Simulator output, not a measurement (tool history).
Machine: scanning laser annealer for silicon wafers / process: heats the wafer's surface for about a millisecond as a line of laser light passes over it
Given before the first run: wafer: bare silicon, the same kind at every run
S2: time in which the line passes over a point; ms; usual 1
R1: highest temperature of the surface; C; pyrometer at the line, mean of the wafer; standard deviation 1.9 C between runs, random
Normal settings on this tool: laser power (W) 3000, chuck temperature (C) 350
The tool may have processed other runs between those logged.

{"run": 1, "hour": 0.0, "laser power (W)": 3000, "S2": 1, "chuck temperature (C)": 350, "R1": 1131}
{"run": 2, "hour": 21.5, "laser power (W)": 3000, "S2": 1, "chuck temperature (C)": 350, "R1": 1130}
{"run": 3, "hour": 44.6, "laser power (W)": 3000, "S2": 1, "chuck temperature (C)": 350, "R1": 1129}
{"run": 4, "hour": 70.3, "laser power (W)": 2564, "S2": 1, "chuck temperature (C)": 350, "R1": 1019}
{"run": 5, "hour": 100.5, "laser power (W)": 3000, "S2": 1, "chuck temperature (C)": 350, "R1": 1130}
{"run": 6, "hour": 116.2, "laser power (W)": 3000, "S2": 1, "chuck temperature (C)": 350, "R1": 1130}
{"run": 7, "hour": 135.0, "laser power (W)": 3000, "S2": 1, "chuck temperature (C)": 350, "R1": 1127}
{"run": 8, "hour": 169.6, "laser power (W)": 3000, "S2": 1, "chuck temperature (C)": 350, "R1": 1125}
{"run": 9, "hour": 186.6, "laser power (W)": 3000, "S2": 0.85, "chuck temperature (C)": 350, "R1": 1069}
{"run": 10, "hour": 210.4, "laser power (W)": 3000, "S2": 1, "chuck temperature (C)": 350, "R1": 1125}
{"run": 11, "hour": 243.2, "laser power (W)": 3000, "S2": 1, "chuck temperature (C)": 350, "R1": 1126}
{"run": 12, "hour": 263.0, "laser power (W)": 3000, "S2": 1, "chuck temperature (C)": 350, "R1": 1125}
{"run": 13, "hour": 281.8, "laser power (W)": 3000, "S2": 1, "chuck temperature (C)": 350, "R1": 1123}
{"run": 14, "hour": 312.7, "laser power (W)": 3000, "S2": 1, "chuck temperature (C)": 350, "R1": 1121}
{"run": 15, "hour": 346.6, "laser power (W)": 3000, "S2": 1, "chuck temperature (C)": 350, "R1": 1125}
{"run": 16, "hour": 365.2, "laser power (W)": 3000, "S2": 1, "chuck temperature (C)": 350, "R1": 1123}
{"run": 17, "hour": 396.4, "laser power (W)": 3000, "S2": 1, "chuck temperature (C)": 350, "R1": 1124}
{"hour": 435.3, "done": "optics aligned, line set to its width"}
{"run": 18, "hour": 435.6, "laser power (W)": 3000, "S2": 1, "chuck temperature (C)": 350, "R1": 1115}
{"run": 19, "hour": 470.4, "laser power (W)": 2574, "S2": 1.05, "chuck temperature (C)": 350, "R1": 1024}
{"run": 20, "hour": 504.8, "laser power (W)": 2938, "S2": 1.22, "chuck temperature (C)": 323, "R1": 1142}
{"run": 21, "hour": 538.2, "laser power (W)": 3148, "S2": 1.22, "chuck temperature (C)": 379, "R1": 1255}
{"hour": 556.8, "done": "optics aligned, line set to its width, once more"}
{"run": 22, "hour": 563.8, "laser power (W)": 2906, "S2": 0.78, "chuck temperature (C)": 351, "R1": 1026}
{"run": 23, "hour": 582.1, "laser power (W)": 3127, "S2": 1.13, "chuck temperature (C)": 314, "R1": 1175}
{"run": 24, "hour": 596.9, "laser power (W)": 3000, "S2": 0.8, "chuck temperature (C)": 350, "R1": 1055}
{"run": 25, "hour": 617.5, "laser power (W)": 3294, "S2": 0.89, "chuck temperature (C)": 341, "R1": 1154}
{"run": 26, "hour": 650.7, "laser power (W)": 2830, "S2": 1, "chuck temperature (C)": 367, "R1": 1105}
{"run": 27, "hour": 674.6, "laser power (W)": 2830, "S2": 1, "chuck temperature (C)": 367, "R1": 1100}
{"run": 28, "hour": 697.2, "laser power (W)": 3113, "S2": 1, "chuck temperature (C)": 339, "R1": 1147}
{"run": 29, "hour": 716.7, "laser power (W)": 3000, "S2": 0.73, "chuck temperature (C)": 350, "R1": 1025}
{"run": 30, "hour": 745.2, "laser power (W)": 3074, "S2": 0.73, "chuck temperature (C)": 363, "R1": 1054}
{"run": 31, "hour": 777.5, "laser power (W)": 2890, "S2": 1.25, "chuck temperature (C)": 349, "R1": 1185}
{"run": 32, "hour": 794.1, "laser power (W)": 2988, "S2": 0.71, "chuck temperature (C)": 314, "R1": 980}
{"run": 33, "hour": 816.6, "laser power (W)": 2988, "S2": 0.71, "chuck temperature (C)": 347, "R1": 1010}
{"run": 34, "hour": 836.3, "laser power (W)": 2988, "S2": 0.71, "chuck temperature (C)": 347, "R1": 1007}
{"run": 35, "hour": 857.0, "laser power (W)": 2988, "S2": 0.71, "chuck temperature (C)": 347, "R1": 1009}
{"run": 36, "hour": 887.3, "laser power (W)": 2815, "S2": 0.71, "chuck temperature (C)": 371, "R1": 998}

Alternative continuations, all from the tool just after run 36; predict every row:
{"run": "A", "hour": 913.2, "laser power (W)": 2822, "S2": 1, "chuck temperature (C)": 359, "R1": "?"}
{"run": "B", "hour": 913.2, "laser power (W)": 3082, "S2": 1.17, "chuck temperature (C)": 361, "R1": "?"}
{"run": "C", "hour": 913.2, "laser power (W)": 2851, "S2": 1.01, "chuck temperature (C)": 350, "R1": "?"}
{"run": "D", "hour": 913.2, "laser power (W)": 3000, "S2": 1, "chuck temperature (C)": 335, "R1": "?"}

run=A R1=1093
run=B R1=1218
run=C R1=1090
run=D R1=1111
Had the tool no hidden state, the same runs would have come out as:
run=A R1=1120
run=B R1=1250
run=C R1=1118
run=D R1=1140
